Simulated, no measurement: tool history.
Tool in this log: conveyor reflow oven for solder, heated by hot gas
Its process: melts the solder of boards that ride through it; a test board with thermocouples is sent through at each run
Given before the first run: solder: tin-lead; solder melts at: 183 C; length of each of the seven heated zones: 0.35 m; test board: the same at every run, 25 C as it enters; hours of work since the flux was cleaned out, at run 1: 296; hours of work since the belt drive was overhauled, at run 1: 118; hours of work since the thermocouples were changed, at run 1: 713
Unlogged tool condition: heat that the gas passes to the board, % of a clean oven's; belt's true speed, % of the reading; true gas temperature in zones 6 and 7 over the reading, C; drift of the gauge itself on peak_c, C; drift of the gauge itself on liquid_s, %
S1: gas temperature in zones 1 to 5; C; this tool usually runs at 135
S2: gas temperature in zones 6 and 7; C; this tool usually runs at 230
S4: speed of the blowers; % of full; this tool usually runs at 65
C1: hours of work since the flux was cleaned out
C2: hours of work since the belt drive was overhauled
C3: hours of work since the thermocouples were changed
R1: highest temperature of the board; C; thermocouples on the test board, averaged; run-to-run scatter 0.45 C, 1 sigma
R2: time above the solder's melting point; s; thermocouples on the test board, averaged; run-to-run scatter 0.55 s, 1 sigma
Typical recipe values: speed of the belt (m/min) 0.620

Run 1, hour 0.0: usual settings; C1 296; C2 118; C3 713. Result: R1 201.5 C, R2 33.5 s.
Run 2, hour 7.8: usual settings; C1 301; C2 123; C3 718. Result: R1 201.5 C, R2 33.0 s.
Run 3, hour 15.9: usual settings but S2 231 C; C1 306; C2 128; C3 724. Result: R1 202.8 C, R2 34.6 s.
Run 4, hour 23.6: usual settings but S2 231 C; C1 311; C2 134; C3 729. Result: R1 201.7 C, R2 33.8 s.
Run 5, hour 28.7: usual settings but S1 143 C; C1 315; C2 137; C3 732. Result: R1 203.3 C, R2 38.3 s.
Run 6, hour 33.5: usual settings but S1 143 C; C1 318; C2 140; C3 735. Result: R1 203.6 C, R2 38.5 s.
Run 7, hour 43.5: usual settings but S1 143 C; C1 325; C2 147; C3 742. Result: R1 203.2 C, R2 37.7 s.
Run 8, hour 53.5: usual settings but S2 245 C; C1 331; C2 153; C3 749. Result: R1 213.1 C, R2 45.1 s.
Run 9, hour 62.9: usual settings but S4 69 % of full; C1 337; C2 160; C3 755. Result: R1 202.9 C, R2 34.5 s.
Run 10, hour 72.0: usual settings but S4 69 % of full; C1 343; C2 166; C3 761. Result: R1 202.4 C, R2 35.1 s.
Run 11, hour 78.4: usual settings but S4 69 % of full; C1 348; C2 170; C3 765. Result: R1 202.9 C, R2 33.7 s.
Run 12, hour 89.6: usual settings but S4 69 % of full; C1 355; C2 177; C3 773. Result: R1 202.7 C, R2 34.3 s.
Run 13, hour 100.0: usual settings but S1 132 C, S4 69 % of full; C1 362; C2 184; C3 780. Result: R1 201.8 C, R2 32.8 s.
Run 14, hour 109.6: usual settings but S1 132 C, S4 69 % of full; C1 368; C2 191; C3 786. Result: R1 201.6 C, R2 34.0 s.
Run 15, hour 118.3: usual settings but speed of the belt (m/min) 0.670; C1 374; C2 196; C3 792. Result: R1 196.9 C, R2 25.5 s.
Run 16, hour 127.5: usual settings but S1 125 C, S2 228 C, speed of the belt (m/min) 0.616; C1 380; C2 203; C3 798. Result: R1 196.1 C, R2 25.3 s.
Run 17, hour 137.1: usual settings but S1 129 C, speed of the belt (m/min) 0.687, S4 57 % of full; C1 387; C2 209; C3 804. Result: R1 191.6 C, R2 14.9 s.
Run 18, hour 141.8: usual settings but speed of the belt (m/min) 0.711, S4 52 % of full; C1 390; C2 212; C3 807. Result: R1 190.2 C, R2 10.8 s.
Run 19, hour 152.8: usual settings but S1 136 C, S2 242 C, speed of the belt (m/min) 0.557, S4 63 % of full; C1 397; C2 219; C3 815. Result: R1 214.0 C, R2 51.6 s.
Run 20, hour 161.3: usual settings but S1 139 C, S2 243 C, speed of the belt (m/min) 0.700, S4 57 % of full; C1 403; C2 225; C3 820. Result: R1 202.7 C, R2 30.6 s.
Run 21, hour 168.8: usual settings but S1 121 C, speed of the belt (m/min) 0.735; C1 408; C2 230; C3 825. Result: R1 187.9 C, R2 8.4 s.
Run 22, hour 176.0: usual settings but S1 133 C, speed of the belt (m/min) 0.705; C1 413; C2 235; C3 830. Result: R1 194.6 C, R2 19.7 s.
Run 23, hour 181.6: usual settings but S1 138 C, S2 218 C, speed of the belt (m/min) 0.501, S4 62 % of full; C1 416; C2 238; C3 834. Result: R1 198.5 C, R2 38.7 s.
Run 24, hour 186.6: usual settings but S1 128 C, S2 240 C, speed of the belt (m/min) 0.675, S4 69 % of full; C1 420; C2 242; C3 837. Result: R1 204.4 C, R2 30.9 s.
Run 25, hour 195.1: usual settings but S1 128 C, S2 223 C, speed of the belt (m/min) 0.675, S4 69 % of full; C1 425; C2 247; C3 843. Result: R1 190.9 C, R2 14.5 s.
Run 26, hour 200.2: usual settings but S1 128 C, S2 223 C, speed of the belt (m/min) 0.675, S4 69 % of full; C1 429; C2 251; C3 846. Result: R1 189.8 C, R2 15.3 s.
Run 27, hour 208.8: usual settings but S1 128 C, S2 223 C, speed of the belt (m/min) 0.675, S4 69 % of full; C1 434; C2 257; C3 852. Result: R1 190.1 C, R2 14.1 s.
Run 28, hour 220.4: usual settings but S1 128 C, S2 241 C, speed of the belt (m/min) 0.700, S4 69 % of full; C1 442; C2 264; C3 859. Result: R1 202.3 C, R2 27.7 s.
Run 29, hour 229.2: usual settings but S1 128 C, S2 241 C, speed of the belt (m/min) 0.700, S4 69 % of full; C1 448; C2 270; C3 865. Result: R1 202.1 C, R2 28.5 s.
At hour 239.6: flux residue cleaned out of gas plates and filters.
Run 30, hour 241.4: usual settings but S1 128 C, S2 235 C, speed of the belt (m/min) 0.717, S4 87 % of full; C1 1; C2 275; C3 870. Result: R1 207.6 C, R2 32.6 s.

Predict each of these 3 candidate next runs independently; none follows another, all start after run 30:
Run A, hour 248.0: usual settings but S1 142 C, speed of the belt (m/min) 0.658, S4 87 % of full; C1 6; C2 279; C3 874. Result: R1 ?, R2 ?.
Run B, hour 248.0: usual settings but speed of the belt (m/min) 0.507; C1 6; C2 279; C3 874. Result: R1 ?, R2 ?.
Run C, hour 248.0: usual settings but S1 142 C, S2 228 C, speed of the belt (m/min) 0.730, S4 87 % of full; C1 6; C2 279; C3 874. Result: R1 ?, R2 ?.

run     R1    R2
  A  209.1  43.3
  B  210.0  55.8
  C  204.8  33.6
Without the tool's unlogged condition, the same runs would have read:
run     R1    R2
  A  212.3  45.6
  B  213.2  58.6
  C  207.8  36.0

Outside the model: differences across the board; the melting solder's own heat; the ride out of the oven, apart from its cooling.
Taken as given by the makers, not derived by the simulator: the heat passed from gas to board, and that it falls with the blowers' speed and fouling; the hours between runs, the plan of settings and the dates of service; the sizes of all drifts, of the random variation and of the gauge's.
